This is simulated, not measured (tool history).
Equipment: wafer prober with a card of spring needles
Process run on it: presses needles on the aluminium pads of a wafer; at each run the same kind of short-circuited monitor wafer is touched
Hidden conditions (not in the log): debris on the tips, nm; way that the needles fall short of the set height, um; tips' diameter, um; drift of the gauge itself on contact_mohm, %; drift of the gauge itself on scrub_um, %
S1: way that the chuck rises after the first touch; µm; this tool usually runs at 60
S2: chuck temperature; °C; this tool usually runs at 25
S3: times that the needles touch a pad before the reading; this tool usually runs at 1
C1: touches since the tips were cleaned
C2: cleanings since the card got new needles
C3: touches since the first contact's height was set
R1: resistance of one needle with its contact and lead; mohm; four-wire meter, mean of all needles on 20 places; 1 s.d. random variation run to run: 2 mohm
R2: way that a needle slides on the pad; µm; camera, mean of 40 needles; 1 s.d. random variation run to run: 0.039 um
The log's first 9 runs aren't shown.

-- hour=293.1 tips cleaned on abrasive film
run 10 hour=308.7 | S1=60 S2=25 S3=1 | C1=4134 C2=36 C3=130599 | R1=220 R2=7.05
-- hour=323.5 tips cleaned on abrasive film
-- hour=353.4 tips cleaned on abrasive film
run 11 hour=354.0 | S1=60 S2=56 S3=1 | C1=158 C2=38 C3=142560 | R1=232 R2=7.10
run 12 hour=381.3 | S1=60 S2=56 S3=1 | C1=7392 C2=38 C3=149794 | R1=233 R2=7.09
-- hour=384.1 tips cleaned on abrasive film
-- hour=415.5 tips cleaned on abrasive film
run 13 hour=420.9 | S1=60 S2=56 S3=1 | C1=1444 C2=40 C3=160247 | R1=235 R2=7.10
-- hour=443.0 height of the first contact set anew
-- hour=446.7 tips cleaned on abrasive film
run 14 hour=462.6 | S1=60 S2=56 S3=1 | C1=4193 C2=41 C3=5172 | R1=238 R2=7.05
-- hour=478.0 tips cleaned on abrasive film
run 15 hour=499.0 | S1=60 S2=25 S3=1 | C1=5584 C2=42 C3=14817 | R1=226 R2=6.93
-- hour=507.4 tips cleaned on abrasive film
-- hour=519.3 gauge calibrated
run 16 hour=535.1 | S1=60 S2=31 S3=1 | C1=7332 C2=43 C3=24341 | R1=225 R2=7.17
-- hour=537.7 tips cleaned on abrasive film
-- hour=570.6 tips cleaned on abrasive film
run 17 hour=578.2 | S1=70 S2=25 S3=1 | C1=2011 C2=45 C3=35723 | R1=218 R2=8.35
-- hour=602.3 tips cleaned on abrasive film
run 18 hour=618.3 | S1=70 S2=25 S3=1 | C1=4232 C2=46 C3=46315 | R1=216 R2=8.38
-- hour=632.9 tips cleaned on abrasive film
run 19 hour=660.0 | S1=70 S2=25 S3=1 | C1=7181 C2=47 C3=57358 | R1=221 R2=8.29
-- hour=662.9 tips cleaned on abrasive film
-- hour=693.6 tips cleaned on abrasive film
run 20 hour=703.3 | S1=66 S2=106 S3=2 | C1=2554 C2=49 C3=68766 | R1=242 R2=7.83
-- hour=724.3 tips cleaned on abrasive film
run 21 hour=742.1 | S1=45 S2=61 S3=2 | C1=4705 C2=50 C3=79034 | R1=243 R2=5.32
-- hour=756.3 tips cleaned on abrasive film
run 22 hour=779.4 | S1=45 S2=61 S3=2 | C1=6115 C2=51 C3=88895 | R1=240 R2=5.23
-- hour=788.1 tips cleaned on abrasive film
run 23 hour=808.7 | S1=45 S2=61 S3=2 | C1=5457 C2=52 C3=96637 | R1=241 R2=5.32
-- hour=818.8 tips cleaned on abrasive film
run 24 hour=843.0 | S1=45 S2=61 S3=2 | C1=6433 C2=53 C3=105710 | R1=240 R2=5.31
-- hour=848.4 tips cleaned on abrasive film
-- hour=878.9 tips cleaned on abrasive film
run 25 hour=887.8 | S1=45 S2=61 S3=2 | C1=2374 C2=55 C3=117529 | R1=243 R2=5.30
-- hour=911.4 tips cleaned on abrasive film
run 26 hour=919.8 | S1=45 S2=61 S3=2 | C1=2217 C2=56 C3=125970 | R1=244 R2=5.21
-- hour=941.8 tips cleaned on abrasive film
run 27 hour=955.6 | S1=45 S2=61 S3=2 | C1=3651 C2=57 C3=135444 | R1=244 R2=5.27

Estimate the outcome of run 28 from the log above:
-- hour=973.4 tips cleaned on abrasive film
run 28 hour=990.5 | S1=61 S2=29 S3=2 | C1=4537 C2=58 C3=144668 | R1=? R2=?

Run 28 came out at R1 224 mohm, R2 7.17 µm.
Were there no unlogged condition in the tool, this run, its random variation unchanged, would have produced R1 224 mohm, R2 7.37 µm.
